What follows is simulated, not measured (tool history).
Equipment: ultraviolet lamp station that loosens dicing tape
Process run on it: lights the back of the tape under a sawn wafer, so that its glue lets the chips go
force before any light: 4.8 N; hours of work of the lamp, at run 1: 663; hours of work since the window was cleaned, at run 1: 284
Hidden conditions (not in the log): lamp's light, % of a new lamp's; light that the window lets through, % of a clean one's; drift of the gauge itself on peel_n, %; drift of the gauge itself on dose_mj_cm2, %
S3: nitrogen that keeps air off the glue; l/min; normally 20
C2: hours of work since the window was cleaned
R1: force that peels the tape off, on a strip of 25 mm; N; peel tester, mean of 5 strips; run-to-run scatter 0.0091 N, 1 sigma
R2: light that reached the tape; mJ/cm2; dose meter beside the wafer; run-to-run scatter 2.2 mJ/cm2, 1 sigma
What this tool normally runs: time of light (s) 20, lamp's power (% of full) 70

Run 1, day 0.000: usual settings; hours of work of the lamp 663; C2 284. Result: R1 0.586 N, R2 158 mJ/cm2.
Run 2, day 0.808: usual settings but time of light (s) 13; hours of work of the lamp 678; C2 300. Result: R1 1.197 N, R2 102 mJ/cm2.
Run 3, day 1.767: usual settings but S3 21 l/min; hours of work of the lamp 697; C2 318. Result: R1 0.596 N, R2 157 mJ/cm2.
Run 4, day 2.825: usual settings but time of light (s) 19; hours of work of the lamp 717; C2 338. Result: R1 0.649 N, R2 145 mJ/cm2.
Run 5, day 3.625: usual settings but time of light (s) 36; hours of work of the lamp 732; C2 354. Result: R1 0.164 N, R2 281 mJ/cm2.
Run 6, day 4.462: usual settings but time of light (s) 36; hours of work of the lamp 748; C2 369. Result: R1 0.169 N, R2 274 mJ/cm2.
Run 7, day 5.183: usual settings but time of light (s) 36; hours of work of the lamp 762; C2 383. Result: R1 0.166 N, R2 271 mJ/cm2.
Run 8, day 5.883: usual settings but time of light (s) 36, lamp's power (% of full) 62; hours of work of the lamp 775; C2 397. Result: R1 0.226 N, R2 242 mJ/cm2.
Run 9, day 7.338: usual settings but time of light (s) 36, lamp's power (% of full) 62; hours of work of the lamp 803; C2 424. Result: R1 0.221 N, R2 233 mJ/cm2.
Run 10, day 8.329: usual settings but time of light (s) 36, lamp's power (% of full) 62; hours of work of the lamp 822; C2 443. Result: R1 0.235 N, R2 235 mJ/cm2.
Run 11, day 9.250: usual settings but time of light (s) 36, lamp's power (% of full) 62; hours of work of the lamp 839; C2 461. Result: R1 0.240 N, R2 232 mJ/cm2.
Run 12, day 10.017: usual settings but time of light (s) 36, lamp's power (% of full) 62; hours of work of the lamp 854; C2 475. Result: R1 0.260 N, R2 229 mJ/cm2.
Run 13, day 11.300: usual settings but time of light (s) 36, lamp's power (% of full) 62; hours of work of the lamp 878; C2 500. Result: R1 0.265 N, R2 228 mJ/cm2.
Run 14, day 12.221: usual settings but time of light (s) 36, lamp's power (% of full) 62, S3 16 l/min; hours of work of the lamp 896; C2 517. Result: R1 0.306 N, R2 225 mJ/cm2.
Run 15, day 13.304: usual settings but time of light (s) 36, lamp's power (% of full) 62, S3 16 l/min; hours of work of the lamp 917; C2 538. Result: R1 0.317 N, R2 224 mJ/cm2.
Run 16, day 13.925: usual settings but time of light (s) 36, lamp's power (% of full) 62, S3 16 l/min; hours of work of the lamp 928; C2 550. Result: R1 0.329 N, R2 221 mJ/cm2.
Run 17, day 14.767: usual settings; hours of work of the lamp 944; C2 566. Result: R1 0.768 N, R2 137 mJ/cm2.
Run 18, day 15.608: usual settings; hours of work of the lamp 960; C2 582. Result: R1 0.775 N, R2 137 mJ/cm2.
At day 15.708: window cleaned of glue's vapour.
Run 19, day 16.483: usual settings but lamp's power (% of full) 69; hours of work of the lamp 977; C2 15. Result: R1 0.895 N, R2 128 mJ/cm2.
Run 20, day 17.867: usual settings but time of light (s) 21, lamp's power (% of full) 98, S3 15 l/min; hours of work of the lamp 1003; C2 41. Result: R1 0.495 N, R2 187 mJ/cm2.
Run 21, day 19.033: usual settings but time of light (s) 14, lamp's power (% of full) 91, S3 28 l/min; hours of work of the lamp 1025; C2 63. Result: R1 0.896 N, R2 116 mJ/cm2.
Run 22, day 20.096: usual settings but time of light (s) 14, lamp's power (% of full) 91, S3 28 l/min; hours of work of the lamp 1046; C2 84. Result: R1 0.909 N, R2 114 mJ/cm2.
At day 20.996: window cleaned of glue's vapour, once more.
Run 23, day 21.017: usual settings but time of light (s) 18, lamp's power (% of full) 77, S3 22 l/min; hours of work of the lamp 1063; C2 0. Result: R1 0.544 N, R2 161 mJ/cm2.
Run 24, day 22.454: usual settings but time of light (s) 40, lamp's power (% of full) 63, S3 19 l/min; hours of work of the lamp 1090; C2 28. Result: R1 0.153 N, R2 283 mJ/cm2.
Run 25, day 23.071: usual settings but time of light (s) 25, lamp's power (% of full) 76, S3 29 l/min; hours of work of the lamp 1102; C2 40. Result: R1 0.240 N, R2 214 mJ/cm2.
Run 26, day 24.283: usual settings but time of light (s) 14, lamp's power (% of full) 75, S3 39 l/min; hours of work of the lamp 1125; C2 63. Result: R1 0.772 N, R2 116 mJ/cm2.
Run 27, day 25.371: usual settings but time of light (s) 16, lamp's power (% of full) 93, S3 14 l/min; hours of work of the lamp 1146; C2 83. Result: R1 0.673 N, R2 170 mJ/cm2.
Run 28, day 26.596: usual settings but time of light (s) 16, lamp's power (% of full) 93, S3 14 l/min; hours of work of the lamp 1169; C2 107. Result: R1 0.691 N, R2 159 mJ/cm2.
Run 29, day 27.325: usual settings but lamp's power (% of full) 93; hours of work of the lamp 1183; C2 121. Result: R1 0.359 N, R2 200 mJ/cm2.
Run 30, day 28.088: usual settings but time of light (s) 32, lamp's power (% of full) 93, S3 23 l/min; hours of work of the lamp 1198; C2 135. Result: R1 0.099 N, R2 323 mJ/cm2.
Run 31, day 29.304: usual settings but time of light (s) 23, lamp's power (% of full) 82; hours of work of the lamp 1221; C2 158. Result: R1 0.334 N, R2 198 mJ/cm2.
Run 32, day 30.142: usual settings but time of light (s) 23, lamp's power (% of full) 82; hours of work of the lamp 1237; C2 174. Result: R1 0.362 N, R2 201 mJ/cm2.
Run 33, day 31.150: usual settings but time of light (s) 23, lamp's power (% of full) 82; hours of work of the lamp 1256; C2 194. Result: R1 0.363 N, R2 199 mJ/cm2.
Run 34, day 32.108: usual settings but time of light (s) 23, lamp's power (% of full) 74; hours of work of the lamp 1274; C2 212. Result: R1 0.475 N, R2 177 mJ/cm2.
Run 35, day 32.804: usual settings but time of light (s) 23, lamp's power (% of full) 74; hours of work of the lamp 1287; C2 225. Result: R1 0.460 N, R2 177 mJ/cm2.

For each entry between runs, how does the tool's hidden state at the last listed run before it compare with that at the first listed run after it?
From run 18 to run 19: window cleaned of glue's vapour (day 15.708)
  lamp's light, % of a new lamp's: 85.1 -> 84.9; light that the window lets through, % of a clean one's: 83.3 -> 79
  measured less the result without the state, R1: +0.382 -> +0.479 N; R2: -57 -> -63 mJ/cm2
From run 22 to run 23: window cleaned of glue's vapour, once more (day 20.996)
  lamp's light, % of a new lamp's: 83.8 -> 83.6; light that the window lets through, % of a clean one's: 77 -> 99.6
  measured less the result without the state, R1: +0.517 -> +0.177 N; R2: -63 -> -32 mJ/cm2
